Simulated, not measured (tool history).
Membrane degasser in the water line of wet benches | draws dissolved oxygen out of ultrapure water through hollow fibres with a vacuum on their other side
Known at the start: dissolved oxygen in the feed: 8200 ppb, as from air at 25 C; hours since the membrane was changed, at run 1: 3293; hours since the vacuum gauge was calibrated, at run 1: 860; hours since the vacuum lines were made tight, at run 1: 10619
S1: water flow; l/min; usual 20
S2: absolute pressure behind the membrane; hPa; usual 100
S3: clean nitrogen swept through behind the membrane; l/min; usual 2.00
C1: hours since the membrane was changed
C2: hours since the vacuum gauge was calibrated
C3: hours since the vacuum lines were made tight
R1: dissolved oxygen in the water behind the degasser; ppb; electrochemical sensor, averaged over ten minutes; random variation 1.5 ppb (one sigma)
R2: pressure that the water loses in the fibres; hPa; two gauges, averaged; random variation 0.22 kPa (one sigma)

| run | hour | S1 | S2 | S3 | C1 | C2 | C3 | R1 | R2 |
|---|---|---|---|---|---|---|---|---|---|
| 1 | 0.0 | 20 | 100 | 2.00 | 3293 | 860 | 10619 | 166.3 | 517.3 |
| 2 | 145.7 | 20 | 100 | 2.00 | 3439 | 1006 | 10765 | 165.5 | 514.2 |
| 3 | 292.0 | 20 | 100 | 2.00 | 3585 | 1152 | 10911 | 166.4 | 515.9 |
| 4 | 456.1 | 20 | 100 | 1.60 | 3749 | 1316 | 11075 | 198.8 | 513.8 |
| 5 | 642.4 | 18 | 100 | 1.60 | 3936 | 1503 | 11261 | 180.7 | 467.4 |
| 6 | 803.2 | 21 | 95 | 5.08 | 4096 | 1663 | 11422 | 74.3 | 538.5 |
| 7 | 1021.7 | 28 | 142 | 2.00 | 4315 | 1882 | 11641 | 388.1 | 719.2 |
| 8 | 1200.6 | 20 | 234 | 1.56 | 4494 | 2061 | 11820 | 577.4 | 515.5 |
| 9 | 1373.1 | 20 | 198 | 2.00 | 4666 | 2233 | 11992 | 382.1 | 510.2 |
| 10 | 1499.1 | 23 | 227 | 3.74 | 4792 | 2359 | 12118 | 298.8 | 591.0 |

Forecast each of these 4 alternatives for the next run:
| A | 1711.6 | 31 | 75 | 2.65 | 5005 | 2572 | 12331 | ? | ? |
| B | 1711.6 | 20 | 141 | 2.00 | 5005 | 2572 | 12331 | ? | ? |
| C | 1711.6 | 23 | 86 | 3.74 | 5005 | 2572 | 12331 | ? | ? |
| D | 1711.6 | 20 | 122 | 2.00 | 5005 | 2572 | 12331 | ? | ? |

| run | R1 | R2 |
|---|---|---|
| A | 181.1 | 782.5 |
| B | 256.7 | 509.8 |
| C | 95.4 | 590.3 |
| D | 214.5 | 510.5 |
Without the tool's hidden state the same runs would have given:
| run | R1 | R2 |
|---|---|---|
| A | 181.0 | 788.4 |
| B | 256.6 | 513.7 |
| C | 95.4 | 594.7 |
| D | 214.4 | 514.4 |
